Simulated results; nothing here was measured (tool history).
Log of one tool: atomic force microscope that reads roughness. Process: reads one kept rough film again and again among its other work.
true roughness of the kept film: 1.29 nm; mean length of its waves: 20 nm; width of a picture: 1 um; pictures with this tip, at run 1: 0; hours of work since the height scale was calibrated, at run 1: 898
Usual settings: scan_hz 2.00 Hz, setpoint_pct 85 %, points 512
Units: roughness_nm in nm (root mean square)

run	hour	scan_hz	setpoint_pct	points	pictures with this tip	hours of work since the height scale was calibrated	roughness_nm
1	0.0	2.00	85	512	0	898	1.112
2	39.0	1.36	85	512	70	919	1.154
3	81.4	1.36	85	434	145	942	1.138
4	114.8	2.00	85	512	204	960	1.126
# hour 121.1: new tip fitted
5	149.3	2.00	85	512	50	979	1.129
6	201.9	2.00	85	512	143	1007	1.122
# hour 240.6: new tip fitted
7	270.3	0.73	85	512	53	1044	1.164
8	324.5	0.73	85	512	150	1073	1.169
# hour 361.2: new tip fitted
9	397.7	2.00	85	512	65	1112	1.120
10	452.5	2.00	85	512	162	1141	1.119
# hour 483.0: new tip fitted
11	495.6	1.54	85	512	22	1164	1.150
12	551.5	1.54	85	512	121	1194	1.136
13	600.5	2.00	85	435	209	1221	1.117
# hour 607.6: new tip fitted
14	659.2	2.00	85	435	92	1252	1.125
15	697.4	2.00	85	435	160	1273	1.120
# hour 729.0: new tip fitted
16	738.3	2.00	85	512	17	1295	1.114
17	786.1	2.00	85	512	102	1320	1.121
# hour 848.0: new tip fitted
18	848.0	2.00	85	512	0	1353	1.118
19	897.7	2.00	85	512	89	1380	1.131
20	952.4	2.00	85	512	186	1410	1.122
# hour 966.8: new tip fitted
21	1012.3	2.00	56	512	80	1442	1.181
22	1061.6	1.92	85	583	168	1468	1.131
# hour 1085.5: new tip fitted
23	1115.0	1.92	85	583	52	1497	1.123
24	1171.6	1.79	75	384	153	1527	1.143
# hour 1205.2: new tip fitted
25	1229.7	3.46	83	838	43	1558	1.095
26	1302.6	1.60	83	509	173	1598	1.128
# hour 1327.4: new tip fitted
27	1350.8	1.60	83	509	42	1623	1.158
28	1397.1	1.60	83	509	124	1648	1.152
# hour 1436.6: height scale calibrated on a step standard
# hour 1446.8: new tip fitted
29	1467.6	1.87	83	509	37	16	1.134
30	1505.8	2.00	85	624	105	37	1.126
31	1552.5	1.18	66	339	188	62	1.168
# hour 1567.5: new tip fitted
32	1586.3	1.18	77	339	33	80	1.158
33	1649.9	1.18	77	339	146	114	1.155
# hour 1688.4: new tip fitted
34	1724.6	0.50	64	339	64	154	1.179
35	1787.8	0.50	78	339	177	188	1.174
# hour 1809.6: new tip fitted
36	1841.0	0.50	78	339	56	217	1.165
37	1906.8	0.50	78	339	173	252	1.172
# hour 1933.2: new tip fitted
38	1950.6	3.92	77	602	31	276	1.116
39	2001.1	1.88	77	602	121	303	1.153
# hour 2052.6: new tip fitted
40	2055.7	1.21	85	501	5	332	1.166
41	2096.1	0.97	58	289	77	354	1.168

How the hidden state differs across the entries between the runs, from the last listed run before each to the first after it:
Between runs 4 and 5: new tip fitted (hour 121.1)
  radius of the tip, nm: 5.3 -> 5.1
Between runs 6 and 7: new tip fitted (hour 240.6)
  radius of the tip, nm: 5.2 -> 5.1
Between runs 8 and 9: new tip fitted (hour 361.2)
  radius of the tip, nm: 5.2 -> 5.1
Between runs 10 and 11: new tip fitted (hour 483.0)
  radius of the tip, nm: 5.3 -> 5.1
Between runs 13 and 14: new tip fitted (hour 607.6)
  radius of the tip, nm: 5.3 -> 5.2
Between runs 15 and 16: new tip fitted (hour 729.0)
  radius of the tip, nm: 5.3 -> 5
Between runs 17 and 18: new tip fitted (hour 848.0)
  radius of the tip, nm: 5.2 -> 5
Between runs 20 and 21: new tip fitted (hour 966.8)
  radius of the tip, nm: 5.3 -> 5.1
Between runs 22 and 23: new tip fitted (hour 1085.5)
  radius of the tip, nm: 5.3 -> 5.1; height scale over the true one, %: -0.05 -> -0.06
Between runs 24 and 25: new tip fitted (hour 1205.2)
  radius of the tip, nm: 5.2 -> 5.1
Between runs 26 and 27: new tip fitted (hour 1327.4)
  radius of the tip, nm: 5.3 -> 5.1
Between runs 28 and 29: height scale calibrated on a step standard (hour 1436.6); new tip fitted (hour 1446.8)
  radius of the tip, nm: 5.2 -> 5.1; height scale over the true one, %: -0.06 -> 0.01
Between runs 31 and 32: new tip fitted (hour 1567.5)
  radius of the tip, nm: 5.3 -> 5.1
Between runs 33 and 34: new tip fitted (hour 1688.4)
  radius of the tip, nm: 5.2 -> 5.1
Between runs 35 and 36: new tip fitted (hour 1809.6)
  radius of the tip, nm: 5.3 -> 5.1
Between runs 37 and 38: new tip fitted (hour 1933.2)
  radius of the tip, nm: 5.3 -> 5.1
Between runs 39 and 40: new tip fitted (hour 2052.6)
  radius of the tip, nm: 5.2 -> 5; height scale over the true one, %: 0 -> -0.01
